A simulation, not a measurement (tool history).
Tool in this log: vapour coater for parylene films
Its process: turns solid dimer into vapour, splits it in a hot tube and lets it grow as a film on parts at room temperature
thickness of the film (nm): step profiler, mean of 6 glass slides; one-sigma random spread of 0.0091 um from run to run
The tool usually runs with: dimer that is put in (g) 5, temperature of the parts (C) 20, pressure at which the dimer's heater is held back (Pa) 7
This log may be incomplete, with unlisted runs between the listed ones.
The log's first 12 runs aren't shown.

run	hour	dimer that is put in (g)	temperature of the parts (C)	pressure at which the dimer's heater is held back (Pa)	thickness of the film (nm)
13	807.9	5	20	2.11	1167
14	878.8	2	20	7	399
15	915	2	20	7	404
# hour 950.1: table's thermometer calibrated, once more
16	964.3	7	20	7	1415
# hour 983.7: trap's valve overhauled
17	1050.1	7	20	7	1510
18	1117.3	7	20	7	1511
19	1158.2	3	20	7	640
20	1240	3	20	7	639
21	1308.5	9	29	10.98	1305
22	1362	3	21	9.76	578
23	1435.9	3	15	3.49	835
24	1493.1	2	18	4.59	469
25	1552.3	2	16	8.34	479
26	1597.8	2	16	8.34	460
27	1652	3	17	3.96	746
28	1693.6	5	24	12	823
29	1747.8	4	20	6.81	814
# hour 1795.7: trap's valve overhauled
30	1836.7	2	20	3.34	482
31	1912.5	7	20	4.9	1565

Each row is a separate what-if for the run after 31, all from the same tool condition, not one after another. Results?
A	1977.8	7	27	6.19	?
B	1977.8	3	20	8.17	?
C	1977.8	2	17	5.96	?
D	1977.8	7	20	4.16	?

run	thickness of the film (nm)
A	1178
B	627
C	485
D	1591
With no hidden state in the tool, these same runs would have given:
run	thickness of the film (nm)
A	1212
B	645
C	499
D	1636
